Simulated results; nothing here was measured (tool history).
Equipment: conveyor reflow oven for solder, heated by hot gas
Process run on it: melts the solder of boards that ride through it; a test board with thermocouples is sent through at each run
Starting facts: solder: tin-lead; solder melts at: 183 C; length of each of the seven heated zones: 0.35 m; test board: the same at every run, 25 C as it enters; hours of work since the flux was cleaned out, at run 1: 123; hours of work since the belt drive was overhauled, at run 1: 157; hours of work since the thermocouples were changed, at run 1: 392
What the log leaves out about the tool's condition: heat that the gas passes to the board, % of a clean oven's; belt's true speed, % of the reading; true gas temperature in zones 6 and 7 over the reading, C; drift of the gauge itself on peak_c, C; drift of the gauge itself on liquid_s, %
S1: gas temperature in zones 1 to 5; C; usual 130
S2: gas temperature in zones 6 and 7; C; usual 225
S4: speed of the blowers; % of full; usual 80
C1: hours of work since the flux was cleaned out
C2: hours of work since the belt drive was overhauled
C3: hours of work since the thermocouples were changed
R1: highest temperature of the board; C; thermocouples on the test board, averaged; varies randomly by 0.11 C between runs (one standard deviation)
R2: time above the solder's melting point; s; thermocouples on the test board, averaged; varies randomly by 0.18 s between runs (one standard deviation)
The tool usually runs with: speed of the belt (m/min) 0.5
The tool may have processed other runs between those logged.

{"run": 1, "hour": 0.0, "S1": 130, "S2": 225, "speed of the belt (m/min)": 0.5, "S4": 80, "C1": 123, "C2": 157, "C3": 392, "R1": 207.3, "R2": 49.8}
{"run": 2, "hour": 29.2, "S1": 120, "S2": 225, "speed of the belt (m/min)": 0.5, "S4": 80, "C1": 137, "C2": 171, "C3": 407, "R1": 205.5, "R2": 44.6}
{"run": 3, "hour": 62.9, "S1": 130, "S2": 225, "speed of the belt (m/min)": 0.515, "S4": 80, "C1": 154, "C2": 188, "C3": 423, "R1": 206.3, "R2": 47}
{"hour": 108.9, "done": "flux residue cleaned out of gas plates and filters"}
{"run": 4, "hour": 114.6, "S1": 127, "S2": 225, "speed of the belt (m/min)": 0.5, "S4": 80, "C1": 3, "C2": 211, "C3": 446, "R1": 206.7, "R2": 48.1}
{"run": 5, "hour": 153.9, "S1": 130, "S2": 225, "speed of the belt (m/min)": 0.5, "S4": 57, "C1": 22, "C2": 231, "C3": 466, "R1": 202.6, "R2": 42.5}
{"run": 6, "hour": 175.3, "S1": 130, "S2": 225, "speed of the belt (m/min)": 0.5, "S4": 80, "C1": 33, "C2": 241, "C3": 476, "R1": 207.1, "R2": 50.1}
{"run": 7, "hour": 197.5, "S1": 118, "S2": 225, "speed of the belt (m/min)": 0.5, "S4": 80, "C1": 44, "C2": 252, "C3": 487, "R1": 205.1, "R2": 43.6}
{"run": 8, "hour": 244.9, "S1": 120, "S2": 225, "speed of the belt (m/min)": 0.5, "S4": 80, "C1": 67, "C2": 276, "C3": 511, "R1": 205.2, "R2": 44.2}
{"run": 9, "hour": 281.7, "S1": 130, "S2": 225, "speed of the belt (m/min)": 0.5, "S4": 80, "C1": 85, "C2": 294, "C3": 529, "R1": 207.4, "R2": 49.7}
{"run": 10, "hour": 318.3, "S1": 130, "S2": 225, "speed of the belt (m/min)": 0.5, "S4": 80, "C1": 103, "C2": 312, "C3": 547, "R1": 207.1, "R2": 49.8}
{"run": 11, "hour": 353.8, "S1": 130, "S2": 225, "speed of the belt (m/min)": 0.5, "S4": 80, "C1": 121, "C2": 329, "C3": 565, "R1": 207.1, "R2": 50}
{"run": 12, "hour": 379.5, "S1": 130, "S2": 225, "speed of the belt (m/min)": 0.562, "S4": 80, "C1": 134, "C2": 342, "C3": 577, "R1": 203.4, "R2": 39}
{"run": 13, "hour": 406.7, "S1": 130, "S2": 225, "speed of the belt (m/min)": 0.562, "S4": 80, "C1": 147, "C2": 356, "C3": 591, "R1": 203.4, "R2": 38.9}
{"run": 14, "hour": 431.5, "S1": 130, "S2": 225, "speed of the belt (m/min)": 0.5, "S4": 80, "C1": 159, "C2": 368, "C3": 603, "R1": 207.2, "R2": 49.8}
{"hour": 465.5, "done": "flux residue cleaned out of gas plates and filters"}
{"run": 15, "hour": 469.7, "S1": 119, "S2": 225, "speed of the belt (m/min)": 0.5, "S4": 80, "C1": 2, "C2": 384, "C3": 619, "R1": 205.3, "R2": 44.2}
{"run": 16, "hour": 519.7, "S1": 130, "S2": 225, "speed of the belt (m/min)": 0.5, "S4": 80, "C1": 27, "C2": 409, "C3": 644, "R1": 207.1, "R2": 49.6}
{"run": 17, "hour": 544.6, "S1": 130, "S2": 225, "speed of the belt (m/min)": 0.5, "S4": 80, "C1": 39, "C2": 421, "C3": 656, "R1": 207.3, "R2": 49.6}
{"run": 18, "hour": 593.1, "S1": 130, "S2": 225, "speed of the belt (m/min)": 0.5, "S4": 80, "C1": 63, "C2": 445, "C3": 680, "R1": 207.5, "R2": 50.3}
{"run": 19, "hour": 628.3, "S1": 130, "S2": 235, "speed of the belt (m/min)": 0.455, "S4": 65, "C1": 81, "C2": 463, "C3": 698, "R1": 216.2, "R2": 64.6}
{"run": 20, "hour": 677.4, "S1": 139, "S2": 217, "speed of the belt (m/min)": 0.561, "S4": 82, "C1": 105, "C2": 487, "C3": 722, "R1": 199.3, "R2": 37}
{"run": 21, "hour": 699.7, "S1": 130, "S2": 224, "speed of the belt (m/min)": 0.472, "S4": 67, "C1": 116, "C2": 498, "C3": 733, "R1": 206.1, "R2": 51}
{"run": 22, "hour": 744.4, "S1": 120, "S2": 223, "speed of the belt (m/min)": 0.482, "S4": 90, "C1": 138, "C2": 520, "C3": 755, "R1": 206.7, "R2": 48.9}
{"run": 23, "hour": 765.1, "S1": 136, "S2": 223, "speed of the belt (m/min)": 0.482, "S4": 90, "C1": 148, "C2": 530, "C3": 765, "R1": 209.3, "R2": 57.6}
{"run": 24, "hour": 808.1, "S1": 129, "S2": 225, "speed of the belt (m/min)": 0.454, "S4": 76, "C1": 169, "C2": 551, "C3": 787, "R1": 209.3, "R2": 58.3}
{"hour": 822.8, "done": "flux residue cleaned out of gas plates and filters"}
{"run": 25, "hour": 851.7, "S1": 129, "S2": 225, "speed of the belt (m/min)": 0.454, "S4": 76, "C1": 14, "C2": 571, "C3": 806, "R1": 209.7, "R2": 58.2}
{"run": 26, "hour": 887.8, "S1": 129, "S2": 225, "speed of the belt (m/min)": 0.454, "S4": 76, "C1": 32, "C2": 588, "C3": 824, "R1": 209.4, "R2": 58.4}
{"run": 27, "hour": 921.6, "S1": 126, "S2": 219, "speed of the belt (m/min)": 0.454, "S4": 76, "C1": 49, "C2": 605, "C3": 840, "R1": 203.9, "R2": 50}
{"run": 28, "hour": 966.6, "S1": 120, "S2": 225, "speed of the belt (m/min)": 0.427, "S4": 80, "C1": 71, "C2": 627, "C3": 863, "R1": 210.5, "R2": 60.9}
{"run": 29, "hour": 1000.4, "S1": 130, "S2": 233, "speed of the belt (m/min)": 0.504, "S4": 80, "C1": 88, "C2": 644, "C3": 879, "R1": 213.8, "R2": 56.2}
{"run": 30, "hour": 1048.8, "S1": 130, "S2": 225, "speed of the belt (m/min)": 0.5, "S4": 72, "C1": 112, "C2": 668, "C3": 903, "R1": 206, "R2": 47.7}
{"run": 31, "hour": 1091.1, "S1": 130, "S2": 225, "speed of the belt (m/min)": 0.5, "S4": 72, "C1": 133, "C2": 689, "C3": 924, "R1": 205.9, "R2": 48}

Below are 4 alternative next runs, each starting from the tool's condition after run 31. Predict each:
{"run": "A", "hour": 1117.9, "S1": 130, "S2": 217, "speed of the belt (m/min)": 0.5, "S4": 80, "C1": 146, "C2": 702, "C3": 937, "R1": "?", "R2": "?"}
{"run": "B", "hour": 1117.9, "S1": 125, "S2": 225, "speed of the belt (m/min)": 0.5, "S4": 82, "C1": 146, "C2": 702, "C3": 937, "R1": "?", "R2": "?"}
{"run": "C", "hour": 1117.9, "S1": 123, "S2": 225, "speed of the belt (m/min)": 0.5, "S4": 67, "C1": 146, "C2": 702, "C3": 937, "R1": "?", "R2": "?"}
{"run": "D", "hour": 1117.9, "S1": 119, "S2": 215, "speed of the belt (m/min)": 0.513, "S4": 80, "C1": 146, "C2": 702, "C3": 937, "R1": "?", "R2": "?"}

run=A R1=200.7 R2=41.4
run=B R1=206.9 R2=47.6
run=C R1=203.5 R2=42.1
run=D R1=196 R2=30.1
What these runs would have given with no unlogged condition in the tool:
run=A R1=200.7 R2=41.3
run=B R1=206.9 R2=47.5
run=C R1=203.5 R2=42.1
run=D R1=195.9 R2=30.1
